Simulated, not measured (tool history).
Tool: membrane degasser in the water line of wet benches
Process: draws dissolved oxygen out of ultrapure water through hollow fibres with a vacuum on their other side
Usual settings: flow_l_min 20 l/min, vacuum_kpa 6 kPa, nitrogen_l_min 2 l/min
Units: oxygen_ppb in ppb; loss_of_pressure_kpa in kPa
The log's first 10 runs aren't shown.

run,hour,flow_l_min,vacuum_kpa,nitrogen_l_min,hours since the membrane was changed,hours since the vacuum gauge was calibrated,hours since the vacuum lines were made tight,oxygen_ppb,loss_of_pressure_kpa
11,378.7,20,14.67,2,1181,6792,1250,286.2,31.17
12,404.5,20,14.67,2,1207,6818,1276,284.6,31.38
13,449.8,20,14.67,2,1252,6863,1321,287.8,31.11
14,488.9,23,6,2,1291,6903,1360,102,35.8
15,538.4,23,6,2,1341,6952,1410,103.1,35.85
16,579.3,23,6,2,1382,6993,1451,104,35.79
17,608.1,17,6,2,1410,7022,1480,72.4,26.48
18,648.2,28,10.87,3.28,1450,7062,1520,187.9,43.66
19,671.1,28,10.87,3.28,1473,7085,1543,185,43.77
20,714,28,10.87,3.28,1516,7128,1585,183.9,43.39
21,753,19,5.57,4.19,1555,7167,1624,43.1,29.62
22,800.4,16,6,3.53,1603,7214,1672,42,24.97
23,852.2,12,11.6,2,1654,7266,1724,131.7,18.66
24,877.3,13,6.91,5.29,1680,7291,1749,30.4,20.24
25,924.2,13,6.91,1.04,1726,7338,1796,124.1,20.25
26,967.6,12,9.09,1.04,1770,7381,1839,176.3,18.97
27,1015.9,15,10.95,2.1,1818,7430,1887,145.6,23.47
28,1048.6,17,6.31,2.1,1851,7462,1920,76.5,26.75
29,1087.7,12,5.84,1.83,1890,7501,1959,52.8,18.58
30,1130,13,5.84,0.91,1932,7544,2001,107.2,20.35
31,1161.9,20,4.56,2,1964,7576,2033,56.3,31.66
32,1203.6,13,12.47,0.85,2006,7617,2075,330.5,20.34
33,1225.5,15,4.51,0.86,2028,7639,2097,75.9,23.4

Forecast each of these 3 alternatives for the next run:
A,1248.4,14,4.79,3.85,2051,7662,2120,?,?
B,1248.4,12,6.17,4.01,2051,7662,2120,?,?
C,1248.4,13,5.42,2.79,2051,7662,2120,?,?

run,oxygen_ppb,loss_of_pressure_kpa
A,22.7,21.92
B,30.4,18.7
C,35.3,20.7
Without the tool's hidden state the same runs would have given:
run,oxygen_ppb,loss_of_pressure_kpa
A,18.1,21.52
B,26.1,18.35
C,29.3,20.32
